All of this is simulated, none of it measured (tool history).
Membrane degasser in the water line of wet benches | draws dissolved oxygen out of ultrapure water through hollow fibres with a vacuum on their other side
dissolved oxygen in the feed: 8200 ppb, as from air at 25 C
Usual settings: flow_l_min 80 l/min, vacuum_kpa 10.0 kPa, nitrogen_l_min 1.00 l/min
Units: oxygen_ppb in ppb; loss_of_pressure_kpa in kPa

run,hour,flow_l_min,vacuum_kpa,nitrogen_l_min,oxygen_ppb,loss_of_pressure_kpa
1,0.0,80,10.0,1.00,846.1,32.95
2,53.9,80,10.0,1.00,847.6,33.21
3,103.7,80,10.0,1.00,846.5,33.47
4,138.5,80,10.0,1.00,848.1,32.78
5,183.0,109,10.0,1.00,1020.7,45.28
6,236.1,117,10.0,1.00,1074.6,48.61
7,291.2,117,10.0,1.68,784.6,48.58
8,314.9,117,10.0,1.68,783.0,48.55
9,358.8,117,10.0,1.68,781.5,48.68
10,412.5,117,6.3,1.68,380.9,48.33
11,439.2,117,6.3,1.68,379.4,48.70
12,490.9,117,6.3,1.68,379.9,48.97
13,525.5,117,6.3,1.68,379.3,48.85
14,562.4,80,10.0,1.30,709.4,33.42
15,604.5,80,10.0,1.30,709.5,33.25
16,656.8,80,10.0,1.30,716.5,33.18
17,697.1,49,10.0,0.63,832.7,20.31
18,741.9,49,10.0,0.63,835.7,20.23
19,791.8,56,7.6,1.00,438.0,23.06
20,838.2,80,10.0,0.88,913.1,33.37
21,893.4,78,20.7,1.68,1377.3,32.35
22,940.8,80,7.9,1.00,596.2,33.32
23,993.7,80,10.0,0.40,1385.7,33.30
# hour 1028.0: vacuum gauge calibrated
24,1030.5,48,10.0,1.00,595.0,19.79
25,1066.9,79,10.5,2.37,482.2,32.84
26,1112.5,68,10.0,0.94,793.2,28.05
27,1165.1,104,17.4,0.54,2570.3,43.14
28,1192.1,48,19.0,0.54,1892.8,20.07

Forecast each of these 4 alternatives for the next run:
A,1232.5,101,6.7,0.74,?,?
B,1232.5,69,10.2,1.00,?,?
C,1232.5,48,16.7,1.57,?,?
D,1232.5,112,15.8,0.54,?,?

run,oxygen_ppb,loss_of_pressure_kpa
A,628.7,41.74
B,792.6,28.69
C,800.1,20.14
D,2395.8,46.38
Without the tool's hidden state the same runs would have given:
run,oxygen_ppb,loss_of_pressure_kpa
A,628.7,41.72
B,792.6,28.67
C,800.0,20.13
D,2395.9,46.35
